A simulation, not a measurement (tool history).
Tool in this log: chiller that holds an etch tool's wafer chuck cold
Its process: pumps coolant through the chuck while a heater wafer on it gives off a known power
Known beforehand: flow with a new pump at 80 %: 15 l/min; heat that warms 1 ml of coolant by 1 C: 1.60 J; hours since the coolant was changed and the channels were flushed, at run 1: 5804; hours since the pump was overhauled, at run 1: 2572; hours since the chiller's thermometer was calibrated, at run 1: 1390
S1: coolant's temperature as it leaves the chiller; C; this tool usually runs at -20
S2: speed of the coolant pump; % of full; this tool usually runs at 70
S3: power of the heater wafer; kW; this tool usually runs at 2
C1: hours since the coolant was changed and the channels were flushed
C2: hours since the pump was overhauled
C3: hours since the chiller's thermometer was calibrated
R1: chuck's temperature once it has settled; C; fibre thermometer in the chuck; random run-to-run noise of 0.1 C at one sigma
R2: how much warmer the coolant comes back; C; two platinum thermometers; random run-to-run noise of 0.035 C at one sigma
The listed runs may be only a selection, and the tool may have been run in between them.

| run | day | S1 | S2 | S3 | C1 | C2 | C3 | R1 | R2 |
|---|---|---|---|---|---|---|---|---|---|
| 1 | 0 | -20 | 70 | 2 | 5804 | 2572 | 1390 | 7.1 | 6.15 |
| 2 | 1.546 | -20 | 70 | 2.138 | 5841 | 2609 | 1427 | 9.1 | 6.5 |
| 3 | 4.3 | -20 | 70 | 2 | 5907 | 2675 | 1494 | 7.1 | 6.08 |
| 4 | 5.783 | -20 | 70 | 2 | 5943 | 2711 | 1529 | 7.4 | 6.07 |
| 5 | 8.338 | -20 | 70 | 2 | 6004 | 2772 | 1590 | 7.3 | 6.1 |
| 6 | 9.692 | -10 | 70 | 2 | 6036 | 2805 | 1623 | 17.1 | 6.11 |
| 7 | 11.725 | -20 | 76 | 2 | 6085 | 2853 | 1672 | 5.5 | 5.59 |
| 8 | 12.854 | -20 | 70 | 2 | 6112 | 2880 | 1699 | 7.3 | 6.12 |
|  | 13.321 | coolant pump overhauled |
| 9 | 15.117 | -20 | 72 | 2 | 6162 | 43 | 1748 | 7.2 | 6.11 |
| 10 | 17 | -20 | 72 | 2 | 6207 | 88 | 1793 | 7.3 | 6.02 |
| 11 | 19.575 | -20 | 72 | 2 | 6269 | 150 | 1855 | 7.3 | 6.06 |
| 12 | 21.433 | -20 | 72 | 2 | 6313 | 195 | 1900 | 7.3 | 6.06 |
| 13 | 23.417 | -20 | 72 | 2 | 6361 | 242 | 1947 | 7.6 | 6.09 |
| 14 | 25.142 | -16 | 87 | 2.328 | 6402 | 284 | 1989 | 11.6 | 5.75 |
| 15 | 26.558 | -16 | 87 | 2.328 | 6436 | 318 | 2023 | 11.5 | 5.76 |
|  | 27.275 | coolant pump overhauled, once more |
| 16 | 28.196 | -16 | 74 | 2.328 | 6471 | 22 | 2057 | 13.6 | 6.35 |
| 17 | 29.454 | -15 | 70 | 2.328 | 6501 | 52 | 2087 | 16 | 6.76 |
| 18 | 31.842 | -19 | 63 | 1.414 | 6558 | 110 | 2145 | 1.6 | 4.66 |
| 19 | 34.242 | -17 | 70 | 2 | 6616 | 167 | 2202 | 9.7 | 5.86 |
| 20 | 35.592 | -17 | 70 | 2 | 6648 | 200 | 2235 | 9.8 | 5.83 |
| 21 | 38.338 | -20 | 70 | 1.194 | 6714 | 265 | 2300 | -3.8 | 3.49 |
| 22 | 40.954 | -11 | 82 | 2.073 | 6777 | 328 | 2363 | 13.7 | 5.13 |
| 23 | 42.817 | -20 | 73 | 2 | 6821 | 373 | 2408 | 6 | 5.6 |

Each row is a separate what-if for the run after 23, all from the same tool condition, not one after another. Results?
| A | 45.392 | -13 | 73 | 2 | 6883 | 435 | 2470 | ? | ? |
| B | 45.392 | -28 | 73 | 2 | 6883 | 435 | 2470 | ? | ? |
| C | 45.392 | -20 | 80 | 2 | 6883 | 435 | 2470 | ? | ? |
| D | 45.392 | -20 | 81 | 2 | 6883 | 435 | 2470 | ? | ? |

| run | R1 | R2 |
|---|---|---|
| A | 13.2 | 5.58 |
| B | -2.1 | 5.49 |
| C | 4.3 | 5.03 |
| D | 4.1 | 4.98 |
With the hidden condition removed and each run's random variation left untouched, the same runs would have given:
| run | R1 | R2 |
|---|---|---|
| A | 10.3 | 5.51 |
| B | -5.1 | 5.43 |
| C | 1.5 | 4.96 |
| D | 1.3 | 4.92 |
